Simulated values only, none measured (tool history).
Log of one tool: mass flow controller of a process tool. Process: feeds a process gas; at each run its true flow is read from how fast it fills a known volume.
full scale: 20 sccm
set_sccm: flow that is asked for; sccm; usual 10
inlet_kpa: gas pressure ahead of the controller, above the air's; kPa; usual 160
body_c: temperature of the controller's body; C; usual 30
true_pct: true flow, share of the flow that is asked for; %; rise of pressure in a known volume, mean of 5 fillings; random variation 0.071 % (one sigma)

| run | hour | set_sccm | inlet_kpa | body_c | true_pct |
|---|---|---|---|---|---|
| 1 | 0 | 10 | 160 | 30 | 101.52 |
| 2 | 269 | 10 | 160 | 30 | 101.43 |
| 3 | 508.9 | 10 | 160 | 30 | 101.64 |
| 4 | 876 | 10 | 160 | 30 | 101.65 |
| 5 | 1154.8 | 10 | 160 | 30 | 101.58 |
| 6 | 1528.4 | 2 | 160 | 30 | 103.4 |
| 7 | 1986 | 2 | 160 | 30 | 103.72 |
|  | 2021 | controller's zero set anew |
| 8 | 2324.2 | 2 | 160 | 30 | 105.19 |
| 9 | 2714.2 | 5 | 228 | 38 | 103.33 |
| 10 | 3182.5 | 5 | 228 | 38 | 103.3 |
|  | 3444.9 | controller's zero set anew, once more |
| 11 | 3595.7 | 4 | 228 | 34 | 101.18 |
| 12 | 4107.8 | 10 | 160 | 30 | 101.66 |

Forecast each of these 4 alternatives for the next run:
| A | 4563.4 | 10 | 160 | 25 | ? |
| B | 4563.4 | 7 | 229 | 32 | ? |
| C | 4563.4 | 13 | 142 | 26 | ? |
| D | 4563.4 | 6 | 149 | 22 | ? |

| run | true_pct |
|---|---|
| A | 101.34 |
| B | 101.38 |
| C | 101.68 |
| D | 100.7 |
Without the tool's hidden state the same runs would have given:
| run | true_pct |
|---|---|
| A | 99.52 |
| B | 99.52 |
| C | 99.88 |
| D | 98.81 |

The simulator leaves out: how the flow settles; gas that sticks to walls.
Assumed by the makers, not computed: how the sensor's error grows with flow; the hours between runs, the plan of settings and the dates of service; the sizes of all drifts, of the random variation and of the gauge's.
